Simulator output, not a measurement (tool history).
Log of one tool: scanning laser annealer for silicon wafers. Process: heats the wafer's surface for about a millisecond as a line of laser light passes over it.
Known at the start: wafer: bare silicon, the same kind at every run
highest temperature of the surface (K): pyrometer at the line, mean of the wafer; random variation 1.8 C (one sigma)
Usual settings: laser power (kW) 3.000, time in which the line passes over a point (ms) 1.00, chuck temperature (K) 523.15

run   hour  laser power (kW)  time in which the line passes over a point (ms)  chuck temperature (K)  highest temperature of the surface (K)
  1    0.0             3.000                                             1.00                 523.15                                 1261.15
  2   17.1             3.000                                             0.87                 523.15                                 1206.15
  3   41.8             3.000                                             0.87                 523.15                                 1207.15
  4   57.2             3.000                                             0.87                 523.15                                 1208.15
  5   76.6             3.000                                             0.87                 523.15                                 1206.15
  6  103.7             3.000                                             0.87                 523.15                                 1208.15
  7  119.2             2.672                                             1.00                 523.15                                 1186.15
  8  149.9             2.672                                             1.00                 523.15                                 1185.15
  9  164.2             3.000                                             1.00                 523.15                                 1261.15
 10  183.5             3.000                                             1.00                 525.15                                 1261.15
 11  211.6             3.000                                             1.00                 525.15                                 1263.15
 12  236.4             2.911                                             1.00                 531.15                                 1251.15
 13  260.4             2.911                                             1.00                 520.15                                 1235.15
 14  286.4             2.911                                             1.00                 520.15                                 1234.15
 15  309.1             2.600                                             1.00                 561.15                                 1206.15
 16  323.0             2.982                                             1.00                 559.15                                 1294.15
 17  335.7             2.982                                             1.00                 559.15                                 1292.15
 18  351.9             2.982                                             1.00                 559.15                                 1290.15

3 ways to go on from here, each from the tool as it stands after run 18. What would each give?
  A  370.6             2.616                                             0.93                 543.15                                       ?
  B  370.6             2.913                                             0.80                 501.15                                       ?
  C  370.6             3.000                                             0.89                 530.15                                       ?

run  highest temperature of the surface (K)
  A                                 1167.15
  B                                 1139.15
  C                                 1222.15
Without the tool's hidden state the same runs would have given:
run  highest temperature of the surface (K)
  A                                 1168.15
  B                                 1139.15
  C                                 1222.15
